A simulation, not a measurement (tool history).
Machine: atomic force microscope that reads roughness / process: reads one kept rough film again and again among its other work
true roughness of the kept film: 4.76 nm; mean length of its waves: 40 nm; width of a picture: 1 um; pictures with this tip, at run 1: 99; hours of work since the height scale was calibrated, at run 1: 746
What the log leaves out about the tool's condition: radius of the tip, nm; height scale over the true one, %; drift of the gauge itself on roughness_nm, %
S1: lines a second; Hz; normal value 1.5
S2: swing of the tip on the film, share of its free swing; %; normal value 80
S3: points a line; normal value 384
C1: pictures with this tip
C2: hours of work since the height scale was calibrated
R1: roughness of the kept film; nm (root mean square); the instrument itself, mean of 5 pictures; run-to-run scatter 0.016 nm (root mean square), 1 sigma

run    hour    S1  S2   S3   C1    C2     R1
  1       0   1.5  80  384   99   746  3.283
  2    44.3   1.5  80  384  150   772  3.091
       56.5  -- new tip fitted
  3    79.7   1.5  80  384   27   793  3.655
  4   125.9  3.69  80  384   80   820  2.899
      194.6  -- new tip fitted
  5   194.6  3.69  80  384    0   861  3.295
  6   258.7  3.69  80  384   73   899  2.962
  7   315.4  3.69  80  384  138   933  2.715
      336.2  -- new tip fitted
  8   366.2  0.84  80  384   34   963  3.886
  9   427.9  0.84  80  384  105  1000  3.487
      478.6  -- new tip fitted
 10   484.6  0.84  80  384    7  1034  4.081
 11   532.6  0.84  80  641   62  1062   3.73
 12   572.3   1.5  80  384  107  1086  3.302
 13   610.2   1.5  60  384  151  1108    3.4
      620.7  -- new tip fitted
 14   678.9   1.5  80  384   67  1149  3.532
 15     724   1.5  80  384  119  1176  3.305
        763  -- new tip fitted
 16     773   1.5  80  384   12  1205  3.799
 17   841.5   1.5  80  384   90  1246  3.392
 18   891.3  2.33  80  384  148  1275  2.933
      902.9  -- new tip fitted
 19   956.9  2.33  80  384   62  1314  3.361
 20  1001.9  2.33  80  384  114  1341    3.1
 21  1034.1  2.33  80  384  151  1360  2.953
     1042.4  -- new tip fitted
 22  1091.4  2.33  80  384   56  1394  3.321
 23  1141.6  2.33  80  384  114  1424  3.087
     1184.7  -- new tip fitted
 24  1198.7   1.5  83  384   16  1458   3.78
 25  1254.8   1.5  77  384   80  1491  3.552
     1261.6  -- height scale calibrated on a step standard
 26  1297.4   1.5  77  384  128    21  3.369
       1326  -- new tip fitted
 27  1327.1  1.93  80  384    1    39  3.865
 28  1371.3  0.61  80  384   52    65  4.003
 29  1435.2  0.61  80  384  125   103  3.628
     1467.9  -- new tip fitted
 30    1472  2.59  56  284    5   125  4.291
 31  1540.5  2.59  56  284   83   166  3.836
 32  1598.8  1.65  68  384  150   200  3.375
     1609.2  -- new tip fitted
     1640.1  -- height scale calibrated on a step standard, once more
 33  1645.5  1.88  55  265   40     3  3.901
 34  1700.1   2.1  59  281  103    36  3.554
     1750.9  -- new tip fitted
 35  1769.4  3.74  63  384   21    77  3.748
 36    1833   1.5  85  720   94   115   3.24
 37  1864.2  0.73  63  379  130   133  3.537
     1889.8  -- new tip fitted
 38  1929.2     2  76  490   45   172  3.557
 39  1980.8   0.7  55  775  104   203  3.674
     2031.8  -- new tip fitted
 40  2049.6  1.48  77  495   21   243  3.818
 41  2100.6  3.85  80  384   79   274  2.873
 42    2155  2.47  56  355  142   306  3.394
     2175.8  -- new tip fitted
 43  2196.7  2.47  56  355   24   331  4.051
 44    2237  1.43  80  384   71   355    3.5
 45  2281.9   1.5  80  741  122   382  3.258
     2317.9  -- new tip fitted
 46  2329.5   2.8  66  741   13   410  3.838
 47  2392.5   2.8  66  741   86   447    3.4
     2457.9  -- new tip fitted
 48  2462.9   2.8  66  741    6   489  3.946
 49  2529.9  1.51  57  384   83   529  3.782
 50    2566  1.55  57  980  124   550  3.565
       2600  -- new tip fitted
 51  2604.6   1.5  78  384    5   573  3.916

Alternative continuations, all from the tool just after run 51; predict every row:
  A  2665.3   1.5  58  384  75  609   ?
  B  2665.3  3.23  76  999  75  609   ?
  C  2665.3  0.64  57  431  75  609   ?
  D  2665.3  1.09  70  350  75  609   ?
  E  2665.3  0.75  80  384  75  609   ?

run     R1
  A  3.774
  B   3.18
  C  3.874
  D  3.692
  E  3.674
Without the tool's unlogged condition, the same runs would have read:
run     R1
  A  4.199
  B  3.539
  C  4.311
  D  4.109
  E  4.088
